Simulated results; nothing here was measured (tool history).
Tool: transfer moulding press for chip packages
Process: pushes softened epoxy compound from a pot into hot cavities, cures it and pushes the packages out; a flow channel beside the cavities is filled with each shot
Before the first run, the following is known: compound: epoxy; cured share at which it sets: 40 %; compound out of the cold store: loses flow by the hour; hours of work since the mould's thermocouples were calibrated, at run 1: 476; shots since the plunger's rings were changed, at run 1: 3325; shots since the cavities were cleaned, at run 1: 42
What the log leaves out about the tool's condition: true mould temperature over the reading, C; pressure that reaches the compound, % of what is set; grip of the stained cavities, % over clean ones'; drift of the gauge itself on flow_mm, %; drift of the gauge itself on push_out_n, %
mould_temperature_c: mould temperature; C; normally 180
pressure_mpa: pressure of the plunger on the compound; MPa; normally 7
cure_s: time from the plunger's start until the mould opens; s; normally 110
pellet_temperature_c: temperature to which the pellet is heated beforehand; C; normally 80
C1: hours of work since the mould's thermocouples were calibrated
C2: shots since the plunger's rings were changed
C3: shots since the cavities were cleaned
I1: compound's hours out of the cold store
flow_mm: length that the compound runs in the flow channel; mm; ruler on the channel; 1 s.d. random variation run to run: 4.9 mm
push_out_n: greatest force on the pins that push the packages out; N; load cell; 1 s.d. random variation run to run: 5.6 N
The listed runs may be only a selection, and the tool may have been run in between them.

run 1 day=0 | mould_temperature_c=180 pressure_mpa=7 cure_s=110 pellet_temperature_c=80 | C1=476 C2=3325 C3=42 | I1=41.9 | flow_mm=739 push_out_n=222
-- day=1.017 plunger's sealing rings changed
run 2 day=1.017 | mould_temperature_c=180 pressure_mpa=7 cure_s=110 pellet_temperature_c=80 | C1=490 C2=0 C3=269 | I1=38 | flow_mm=789 push_out_n=259
-- day=1.917 cavities cleaned with cleaning compound and waxed
run 3 day=2.942 | mould_temperature_c=186 pressure_mpa=7 cure_s=110 pellet_temperature_c=80 | C1=520 C2=463 C3=254 | I1=36.1 | flow_mm=778 push_out_n=220
-- day=3.929 cavities cleaned with cleaning compound and waxed
run 4 day=4.196 | mould_temperature_c=186 pressure_mpa=7 cure_s=110 pellet_temperature_c=80 | C1=538 C2=761 C3=66 | I1=20.4 | flow_mm=812 push_out_n=193
-- day=5.262 mould's thermocouples calibrated
run 5 day=5.262 | mould_temperature_c=186 pressure_mpa=7 cure_s=98 pellet_temperature_c=80 | C1=0 C2=1006 C3=311 | I1=19.3 | flow_mm=804 push_out_n=242
-- day=5.967 cavities cleaned with cleaning compound and waxed
run 6 day=7.088 | mould_temperature_c=186 pressure_mpa=7 cure_s=98 pellet_temperature_c=80 | C1=28 C2=1444 C3=279 | I1=10.9 | flow_mm=821 push_out_n=236
-- day=7.933 cavities cleaned with cleaning compound and waxed
run 7 day=8.829 | mould_temperature_c=184 pressure_mpa=7 cure_s=98 pellet_temperature_c=80 | C1=54 C2=1862 C3=223 | I1=13.5 | flow_mm=818 push_out_n=260
-- day=10.004 cavities cleaned with cleaning compound and waxed
run 8 day=10.183 | mould_temperature_c=184 pressure_mpa=7 cure_s=98 pellet_temperature_c=80 | C1=74 C2=2183 C3=44 | I1=39.7 | flow_mm=741 push_out_n=209
run 9 day=11.642 | mould_temperature_c=184 pressure_mpa=7 cure_s=98 pellet_temperature_c=80 | C1=97 C2=2547 C3=408 | I1=36.3 | flow_mm=752 push_out_n=263
-- day=11.983 cavities cleaned with cleaning compound and waxed
run 10 day=13.708 | mould_temperature_c=175 pressure_mpa=7 cure_s=110 pellet_temperature_c=80 | C1=129 C2=3045 C3=429 | I1=32.5 | flow_mm=769 push_out_n=346
-- day=14.004 cavities cleaned with cleaning compound and waxed
run 11 day=15.454 | mould_temperature_c=175 pressure_mpa=7 cure_s=110 pellet_temperature_c=80 | C1=155 C2=3465 C3=362 | I1=12.5 | flow_mm=818 push_out_n=338
-- day=15.946 plunger's sealing rings changed
-- day=16.204 cavities cleaned with cleaning compound and waxed
run 12 day=16.846 | mould_temperature_c=178 pressure_mpa=5.26 cure_s=96 pellet_temperature_c=74 | C1=174 C2=208 C3=160 | I1=47.8 | flow_mm=662 push_out_n=295
run 13 day=17.908 | mould_temperature_c=180 pressure_mpa=7 cure_s=102 pellet_temperature_c=80 | C1=191 C2=473 C3=425 | I1=37.6 | flow_mm=789 push_out_n=305
-- day=18.196 cavities cleaned with cleaning compound and waxed
run 14 day=19.583 | mould_temperature_c=180 pressure_mpa=8.29 cure_s=117 pellet_temperature_c=76 | C1=216 C2=874 C3=345 | I1=25.3 | flow_mm=878 push_out_n=250
-- day=20.217 cavities cleaned with cleaning compound and waxed
run 15 day=21.429 | mould_temperature_c=180 pressure_mpa=7.44 cure_s=110 pellet_temperature_c=80 | C1=244 C2=1319 C3=302 | I1=43.4 | flow_mm=781 push_out_n=249
-- day=22.238 cavities cleaned with cleaning compound and waxed
run 16 day=22.967 | mould_temperature_c=175 pressure_mpa=7 cure_s=110 pellet_temperature_c=80 | C1=268 C2=1686 C3=182 | I1=38.9 | flow_mm=786 push_out_n=284
-- day=24.288 cavities cleaned with cleaning compound and waxed
run 17 day=24.862 | mould_temperature_c=175 pressure_mpa=7 cure_s=110 pellet_temperature_c=80 | C1=296 C2=2142 C3=144 | I1=21.3 | flow_mm=826 push_out_n=287
-- day=26.271 cavities cleaned with cleaning compound and waxed
run 18 day=26.792 | mould_temperature_c=175 pressure_mpa=7 cure_s=110 pellet_temperature_c=80 | C1=326 C2=2607 C3=130 | I1=14.8 | flow_mm=823 push_out_n=282
run 19 day=27.925 | mould_temperature_c=180 pressure_mpa=6.83 cure_s=121 pellet_temperature_c=84 | C1=343 C2=2888 C3=411 | I1=24.5 | flow_mm=778 push_out_n=255
-- day=28.392 cavities cleaned with cleaning compound and waxed
run 20 day=30.104 | mould_temperature_c=188 pressure_mpa=8.7 cure_s=122 pellet_temperature_c=79 | C1=377 C2=3415 C3=426 | I1=33.9 | flow_mm=832 push_out_n=237
-- day=30.383 cavities cleaned with cleaning compound and waxed
-- day=30.883 plunger's sealing rings changed
run 21 day=31.779 | mould_temperature_c=188 pressure_mpa=8.7 cure_s=122 pellet_temperature_c=79 | C1=400 C2=223 C3=322 | I1=34.3 | flow_mm=862 push_out_n=221

Below are 3 alternative next runs, each starting from the tool's condition after run 21. Predict each:
-- day=32.45 cavities cleaned with cleaning compound and waxed
run A day=33.279 | mould_temperature_c=180 pressure_mpa=7 cure_s=120 pellet_temperature_c=80 | C1=423 C2=581 C3=207 | I1=38.1 | flow_mm=? push_out_n=?
-- day=32.45 cavities cleaned with cleaning compound and waxed
run B day=33.279 | mould_temperature_c=182 pressure_mpa=7 cure_s=110 pellet_temperature_c=80 | C1=423 C2=581 C3=207 | I1=17.5 | flow_mm=? push_out_n=?
-- day=32.45 cavities cleaned with cleaning compound and waxed
run C day=33.279 | mould_temperature_c=177 pressure_mpa=7 cure_s=110 pellet_temperature_c=80 | C1=423 C2=581 C3=207 | I1=39.6 | flow_mm=? push_out_n=?

run=A flow_mm=777 push_out_n=236
run=B flow_mm=829 push_out_n=236
run=C flow_mm=789 push_out_n=286
The same runs, with their run-to-run variation unchanged, on a tool lacking any hidden condition would have given:
run=A flow_mm=782 push_out_n=187
run=B flow_mm=835 push_out_n=186
run=C flow_mm=794 push_out_n=220
